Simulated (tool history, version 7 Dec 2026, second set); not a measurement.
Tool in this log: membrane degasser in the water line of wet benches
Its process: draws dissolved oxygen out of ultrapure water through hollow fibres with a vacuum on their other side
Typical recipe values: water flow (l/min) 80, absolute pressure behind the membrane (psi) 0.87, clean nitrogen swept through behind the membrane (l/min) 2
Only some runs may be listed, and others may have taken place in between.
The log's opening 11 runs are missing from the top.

run	hour	water flow (l/min)	absolute pressure behind the membrane (psi)	clean nitrogen swept through behind the membrane (l/min)	hours since the membrane was changed	hours since the vacuum gauge was calibrated	hours since the vacuum lines were made tight	dissolved oxygen in the water behind the degasser (ppb)	pressure that the water loses in the fibres (psi)
12	561.7	80	0.87	0.83	3131	7364	4921	493.1	9.696
13	631.4	80	0.87	0.83	3201	7434	4991	489.8	9.646
14	701.4	80	0.87	0.83	3271	7504	5061	500.1	9.702
15	760.5	80	0.87	0.83	3330	7563	5120	497.8	9.716
16	822.3	80	0.87	0.83	3391	7625	5181	500.1	9.729
17	857.4	80	0.87	0.83	3427	7660	5217	497.5	9.689
18	935.8	72	1.297	5.69	3505	7738	5295	205.5	8.752
19	1005.9	72	1.297	5.69	3575	7808	5365	208	8.776

What will run 20 give?
20	1046.5	72	1.297	5.69	3616	7849	5406	?	?

Run 20 produced dissolved oxygen in the water behind the degasser (ppb) 208.4, pressure that the water loses in the fibres (psi) 8.685.
Take away the tool's hidden state, keep the run-to-run variation as it was, and the same run would have given dissolved oxygen in the water behind the degasser (ppb) 194.4, pressure that the water loses in the fibres (psi) 8.563.

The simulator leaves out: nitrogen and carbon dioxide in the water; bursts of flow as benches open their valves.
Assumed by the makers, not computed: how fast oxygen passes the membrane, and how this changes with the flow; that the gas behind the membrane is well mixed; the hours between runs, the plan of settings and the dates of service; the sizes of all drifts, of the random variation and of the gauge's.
